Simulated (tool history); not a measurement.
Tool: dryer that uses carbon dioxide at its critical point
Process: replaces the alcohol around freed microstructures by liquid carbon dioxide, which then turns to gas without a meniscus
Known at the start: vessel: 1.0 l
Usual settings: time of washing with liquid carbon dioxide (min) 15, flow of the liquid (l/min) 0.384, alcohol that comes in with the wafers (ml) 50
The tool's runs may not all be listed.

| run | day | time of washing with liquid carbon dioxide (min) | flow of the liquid (l/min) | alcohol that comes in with the wafers (ml) | alcohol left in the vessel before it's heated (ppm by volume) |
|---|---|---|---|---|---|
| 1 | 0.000 | 15 | 0.384 | 50 | 690 |
| 2 | 0.638 | 15 | 0.384 | 50 | 724 |
| 3 | 1.438 | 15 | 0.384 | 50 | 736 |
| 4 | 2.700 | 15 | 0.384 | 50 | 735 |
| 5 | 3.292 | 15 | 0.384 | 50 | 761 |
| 6 | 4.000 | 15 | 0.384 | 50 | 774 |
| 7 | 5.125 | 15 | 0.384 | 102 | 1518 |
|  | 5.354 | inlet filter changed |
| 8 | 5.883 | 15 | 0.384 | 102 | 865 |
| 9 | 6.575 | 15 | 0.384 | 50 | 515 |
| 10 | 7.583 | 15 | 0.384 | 50 | 520 |
| 11 | 8.871 | 15 | 0.384 | 50 | 529 |
| 12 | 10.017 | 15 | 0.384 | 50 | 539 |
| 13 | 11.167 | 12 | 0.384 | 50 | 1193 |
| 14 | 12.533 | 12 | 0.384 | 50 | 1239 |
| 15 | 13.583 | 16 | 0.330 | 50 | 826 |
| 16 | 14.229 | 16 | 0.330 | 50 | 833 |
| 17 | 14.779 | 16 | 0.232 | 105 | 5299 |
| 18 | 15.683 | 16 | 0.365 | 105 | 1074 |
| 19 | 16.462 | 14 | 0.369 | 64 | 1142 |
| 20 | 17.742 | 14 | 0.369 | 64 | 1219 |
| 21 | 18.367 | 14 | 0.369 | 97 | 1728 |
| 22 | 19.146 | 14 | 0.369 | 97 | 1756 |
| 23 | 19.783 | 14 | 0.369 | 97 | 1780 |
| 24 | 20.833 | 16 | 0.334 | 26 | 621 |
| 25 | 21.700 | 16 | 0.334 | 26 | 618 |
| 26 | 22.862 | 23 | 0.384 | 79 | 295 |
| 27 | 23.617 | 12 | 0.348 | 50 | 2184 |

5 ways to go on from here, each from the tool as it stands after run 27. What would each give?
| A | 24.642 | 12 | 0.450 | 40 | ? |
| B | 24.642 | 20 | 0.525 | 57 | ? |
| C | 24.642 | 15 | 0.384 | 32 | ? |
| D | 24.642 | 12 | 0.313 | 109 | ? |
| E | 24.642 | 22 | 0.340 | 50 | ? |

| run | alcohol left in the vessel before it's heated (ppm by volume) |
|---|---|
| A | 820 |
| B | 244 |
| C | 595 |
| D | 6414 |
| E | 393 |
Without the tool's hidden state the same runs would have given:
| run | alcohol left in the vessel before it's heated (ppm by volume) |
|---|---|
| A | 342 |
| B | 14 |
| C | 205 |
| D | 4187 |
| E | 77 |
